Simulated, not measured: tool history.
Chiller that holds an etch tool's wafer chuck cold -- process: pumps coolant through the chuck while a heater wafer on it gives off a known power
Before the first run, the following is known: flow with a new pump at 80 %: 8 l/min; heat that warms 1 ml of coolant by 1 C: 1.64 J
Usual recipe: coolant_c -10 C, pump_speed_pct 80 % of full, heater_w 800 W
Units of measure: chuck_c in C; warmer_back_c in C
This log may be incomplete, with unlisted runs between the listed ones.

run    hour  coolant_c  pump_speed_pct  heater_w  chuck_c  warmer_back_c
  1       0        -10              80       800      0.8           3.75
  2    60.2        -19              80       800     -8.2           3.76
  3   125.5        -10              80       949        3           4.38
  4   192.4        -10              80       732     -0.1           3.43
  5   240.3        -14              80       800     -3.3           3.71
  6     334        -14              80       800     -3.2           3.71
      375.1  -- coolant changed, channels flushed
  7   423.9        -14              80       800     -4.4           3.73
  8   504.1        -14              80       800     -4.2           3.71
  9     607        -10              80       800     -0.3           3.72
 10   661.2        -10              80       800     -0.2           3.79
 11   732.7        -10              80       800     -0.3            3.8
 12   840.1        -10              80       800     -0.5           3.74
 13   914.1        -10              80       800     -0.2           3.73
 14    1020        -10              80       800     -0.3           3.77
 15  1072.8        -10              80       800     -0.1           3.75
 16  1135.5        -10              80       800     -0.1           3.81
 17  1213.4        -14              80       800     -4.2           3.78
 18  1282.6        -18              73       931     -5.8           4.82
     1307.9  -- chiller's thermometer calibrated
 19  1369.8        -18              73       931     -5.4           4.81
 20  1466.2        -16              80       555     -8.9           2.62
 21  1559.3        -16              80       555       -9           2.68
 22  1621.5        -10              61       800      2.3           5.01
 23  1710.8        -10              61       800      2.4           5.06
 24  1813.2        -10              61       800      2.4           5.11
 25  1859.6        -12              99      1005     -0.6           3.76
 26  1941.7        -17              95       918     -6.4            3.6
 27  2007.7        -10              82       800      0.1           3.73
 28  2079.8         -3              82       800      7.3            3.7
 29  2133.7         -3              82       800        7           3.67
 30  2200.9         -3              82       800      7.1            3.7
 31  2282.2         -3              82       800      7.1           3.74
 32  2376.5        -10              77       800      0.7           3.93
 33  2464.2        -10              77       800      0.6              4

3 options for the next run, each taken on its own from the tool as it stands now. Forecast them:
  A  2509.3        -10              83       431        ?              ?
  B  2509.3         -2              70       800        ?              ?
  C  2509.3         -7              93       526        ?              ?

run  chuck_c  warmer_back_c
  A     -4.6           1.95
  B      9.3           4.38
  C     -0.6           2.17
With no hidden state in the tool, these same runs would have given:
run  chuck_c  warmer_back_c
  A     -4.8           1.87
  B      8.6           4.18
  C     -0.9           2.07
